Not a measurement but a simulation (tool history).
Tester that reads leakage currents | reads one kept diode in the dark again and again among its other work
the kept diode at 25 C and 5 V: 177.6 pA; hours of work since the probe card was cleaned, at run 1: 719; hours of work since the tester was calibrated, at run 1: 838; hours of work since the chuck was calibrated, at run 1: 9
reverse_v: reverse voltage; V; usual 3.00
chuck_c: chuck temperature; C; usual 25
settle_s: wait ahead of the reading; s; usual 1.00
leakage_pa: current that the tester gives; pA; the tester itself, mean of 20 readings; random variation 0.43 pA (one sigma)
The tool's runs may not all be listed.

run,hour,reverse_v,chuck_c,settle_s,hours of work since the probe card was cleaned,hours of work since the tester was calibrated,hours of work since the chuck was calibrated,leakage_pa
1,0.0,3.00,25,1.00,719,838,9,140.96
2,82.7,3.00,25,1.00,772,890,61,141.66
3,179.7,3.00,25,8.01,833,952,123,139.92
4,289.3,5.85,25,1.00,903,1021,192,192.20
5,469.8,5.85,25,1.00,1017,1135,306,193.15
6,555.3,3.00,25,1.00,1071,1190,361,140.79
7,656.4,3.00,25,1.00,1135,1254,425,140.81
8,731.8,3.00,25,1.00,1183,1302,473,140.94
9,867.0,3.00,25,1.00,1269,1387,558,141.63
# hour 946.0: probe card cleaned and baked
10,970.2,3.00,28,1.00,15,1451,622,184.64
11,1118.1,1.79,53,2.06,109,1545,715,1118.15
12,1284.0,4.59,21,0.47,214,1650,821,121.16
13,1435.0,11.22,37,1.13,310,1745,916,732.24
14,1599.1,1.61,41,0.86,414,1849,1020,415.22
15,1748.9,5.18,44,6.91,509,1944,1115,910.04
16,1878.6,5.18,44,6.91,591,2027,1197,907.19

3 ways to go on from here, each from the tool as it stands after run 16. What would each give?
# hour 1939.7: chuck's temperature calibrated
A,1988.2,12.29,37,0.31,659,2095,31,?
# hour 1939.7: chuck's temperature calibrated
B,1988.2,1.18,25,1.90,659,2095,31,?
# hour 1939.7: chuck's temperature calibrated
C,1988.2,2.03,27,0.74,659,2095,31,?

run,leakage_pa
A,771.52
B,90.98
C,140.52
Without the tool's hidden state the same runs would have given:
run,leakage_pa
A,771.85
B,91.03
C,140.58
